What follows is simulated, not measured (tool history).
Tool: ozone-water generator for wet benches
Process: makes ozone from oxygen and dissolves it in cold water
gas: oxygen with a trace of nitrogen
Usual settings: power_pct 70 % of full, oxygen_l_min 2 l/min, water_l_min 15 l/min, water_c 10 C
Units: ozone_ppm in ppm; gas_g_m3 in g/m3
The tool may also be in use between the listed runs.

run   hour  power_pct  oxygen_l_min  water_l_min  water_c  ozone_ppm  gas_g_m3
  1      0         70             2           15       10         17     212.2
  2   26.1         70          3.51           15       10       18.5     154.6
  3   47.4         70             2           16       10         16     210.3
  4   83.4         54             2           15       10       13.8     170.8
  5  104.9         71             2           15       10       17.2     214.7
  6  139.8         71             2           15       10       17.5     213.3
  7  175.7         70             2           15       10         17     210.4
  8  204.9         70             2           15       10       16.9     208.2
  9  226.6         70             2           15       10       17.1     209.6
 10    266         70             2           15       10       17.1     208.5
 11  283.2         70             2           15       10         17       207
 12  318.7         70             2           15       10       17.1     207.1
 13  339.2         70          1.79           15       10       16.8     220.7
 14  363.8         70          1.79           15       10       16.5     223.3
 15    389         70          1.24           17       10       13.4     268.5
     418.4  -- gauge calibrated
 16  430.3         70          1.24           17       10       13.4     277.2
 17    466         57           3.5           23        6       11.4     131.9
 18  487.9         53          1.35           19        5        9.9       210
 19  528.8         53          2.11           19        5       11.3     164.1
 20    552         53          2.11           19       10       10.9     163.6
 21  569.6         53          2.11           19       10       11.1     161.9
 22  591.5         53          2.11           19       10       11.2     163.5
 23  625.9         45          2.11           21       10          9     142.7
 24  652.9         45          2.11           21       10        8.8     142.4
 25  683.5         40          2.03           21       10          8     131.6

Forecast run 26:
 26  722.8         95          2.03           21        6          ?         ?

{"run 26": {"ozone_ppm": 16.4, "gas_g_m3": 262.9}}
Without the tool's hidden state the same run would have given ozone_ppm 16.4 ppm, gas_g_m3 268.6 g/m3.
